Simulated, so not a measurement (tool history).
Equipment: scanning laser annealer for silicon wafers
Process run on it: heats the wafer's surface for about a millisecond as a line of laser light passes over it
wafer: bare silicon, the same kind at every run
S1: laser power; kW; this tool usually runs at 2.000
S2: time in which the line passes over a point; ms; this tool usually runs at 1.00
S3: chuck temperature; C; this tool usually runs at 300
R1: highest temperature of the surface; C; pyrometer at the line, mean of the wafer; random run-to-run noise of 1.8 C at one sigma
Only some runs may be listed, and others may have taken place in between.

| run | hour | S1 | S2 | S3 | R1 |
|---|---|---|---|---|---|
| 1 | 0.0 | 2.000 | 1.00 | 300 | 1024 |
| 2 | 18.3 | 2.000 | 1.00 | 300 | 1022 |
| 3 | 27.2 | 2.000 | 1.00 | 300 | 1020 |
| 4 | 39.6 | 2.000 | 1.00 | 300 | 1021 |
| 5 | 56.6 | 2.000 | 1.00 | 300 | 1021 |
| 6 | 66.8 | 2.000 | 1.00 | 300 | 1017 |
| 7 | 85.4 | 1.879 | 1.00 | 300 | 977 |
| 8 | 102.6 | 1.879 | 1.00 | 300 | 975 |
| 9 | 119.2 | 1.887 | 1.00 | 300 | 975 |
| 10 | 133.3 | 2.000 | 1.00 | 300 | 1017 |
| 11 | 146.1 | 1.851 | 1.00 | 300 | 962 |
| 12 | 162.8 | 1.851 | 1.00 | 300 | 963 |
| 13 | 173.5 | 1.851 | 0.97 | 300 | 951 |
| 14 | 193.5 | 1.851 | 0.97 | 300 | 951 |
| 15 | 204.7 | 1.851 | 0.97 | 300 | 944 |
| 16 | 223.1 | 1.851 | 0.97 | 300 | 948 |
| 17 | 241.4 | 2.044 | 0.75 | 304 | 927 |
| 18 | 258.4 | 2.000 | 1.00 | 326 | 1037 |
| 19 | 267.9 | 1.892 | 1.00 | 321 | 995 |
| 20 | 288.2 | 1.892 | 1.00 | 321 | 992 |
| 21 | 308.3 | 1.848 | 1.00 | 300 | 953 |
| 22 | 329.0 | 1.848 | 1.00 | 300 | 957 |
| 23 | 345.7 | 1.967 | 0.75 | 275 | 873 |
| 24 | 365.6 | 2.184 | 0.84 | 320 | 1023 |
| 25 | 383.5 | 1.870 | 0.94 | 300 | 940 |
| 26 | 392.9 | 1.713 | 1.00 | 294 | 894 |
| 27 | 413.5 | 1.713 | 1.00 | 294 | 897 |
| 28 | 432.8 | 2.000 | 1.00 | 293 | 1002 |
| 29 | 446.1 | 2.000 | 1.09 | 300 | 1037 |
| 30 | 458.1 | 2.000 | 0.71 | 304 | 886 |
| 31 | 478.5 | 1.724 | 0.71 | 304 | 805 |

Branching from run 31: 5 alternative next runs. What would each branch give?
| A | 493.8 | 1.767 | 0.73 | 272 | ? |
| B | 493.8 | 1.849 | 0.71 | 304 | ? |
| C | 493.8 | 1.724 | 0.87 | 304 | ? |
| D | 493.8 | 2.000 | 1.00 | 276 | ? |
| E | 493.8 | 2.000 | 0.93 | 333 | ? |

| run | R1 |
|---|---|
| A | 791 |
| B | 840 |
| C | 864 |
| D | 977 |
| E | 1005 |
Without the tool's hidden state the same runs would have given:
| run | R1 |
|---|---|
| A | 815 |
| B | 865 |
| C | 890 |
| D | 1009 |
| E | 1036 |
